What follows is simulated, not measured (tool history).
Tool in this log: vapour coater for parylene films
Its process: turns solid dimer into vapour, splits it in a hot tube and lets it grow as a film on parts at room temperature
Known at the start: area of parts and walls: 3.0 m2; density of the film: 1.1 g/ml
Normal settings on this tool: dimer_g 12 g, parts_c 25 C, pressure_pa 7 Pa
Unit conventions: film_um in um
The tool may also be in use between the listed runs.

run   hour  dimer_g  parts_c  pressure_pa  film_um
  1      0       12       25            7    2.436
  2   15.4       12       25            7    2.437
  3   22.8       12       25            7    2.432
  4   31.4       12       25            7    2.422
  5   39.6       12       25          5.8    2.479
  6   56.5       12       25          5.8    2.476
  7     70       12       27          5.8    2.404
  8   77.5       12       27          5.8    2.384
  9   93.7       12       27          5.8    2.398
 10  103.7       21       25            7    4.269
 11  119.8       21       25            7    4.256
 12  132.6       21       25            7    4.249
 13  142.1       21       25            7    4.251
 14    155       12       25         3.76     2.57
 15  170.1       12       25            7    2.422
 16  186.1       12       25            7     2.43
 17  196.1       12       36            7    2.025
 18  211.1       12       36            7    2.028
 19  222.9       12       25            7    2.405
 20  231.3       20       30          5.9     3.78
 21  244.2       20       30          5.9     3.77
 22    252       19       25         5.94    3.875
 23  261.9        9       18         8.26     1.98
 24    271       22       25         4.48    4.616
 25  287.3       18       27         7.28    3.494
 26  304.7       18       27         7.28    3.488
 27  314.6       18       27         7.28    3.472
 28  323.3        6       20         9.74    1.261
 29  339.7        7       25            7    1.406
 30  351.4       22       27         3.26    4.588
 31  367.7       15       25        11.37    2.852
 32  381.8       16       22         5.77    3.418
 33  394.1       18       22         6.44    3.804
 34  411.3       10       35         9.66    1.659
 35  424.8       10       36         9.66    1.623
 36  434.1        8       22         3.61    1.782
 37  445.8        8       20         7.38    1.718
 38  462.9        8       25         10.2    1.531

A few steps of film_um between consecutive runs. Split each: what settings, incoming material and random variation would produce without the hidden state, and what is left over for the hidden state, along with gauge scatter present in only one of the two compared results (measured, and without hidden state):
Hidden state at play: vapour lost through the trap's worn valve, %; true temperature of the parts over the reading, C; drift of the gauge itself on film_um, %.
Run 23 -> 24: dimer_g 9 -> 22, parts_c 18 -> 25, pressure_pa 8.26 -> 4.48. film_um +2.636 um: hidden state -0.082, all else +2.718.
Run 27 -> 28: dimer_g 18 -> 6, parts_c 27 -> 20, pressure_pa 7.28 -> 9.74. film_um -2.211 um: hidden state +0.071, all else -2.282.
Run 29 -> 30: dimer_g 7 -> 22, parts_c 25 -> 27, pressure_pa 7 -> 3.26. film_um +3.182 um: hidden state -0.111, all else +3.293.
Run 33 -> 34: dimer_g 18 -> 10, parts_c 22 -> 35, pressure_pa 6.44 -> 9.66. film_um -2.145 um: hidden state +0.076, all else -2.221.
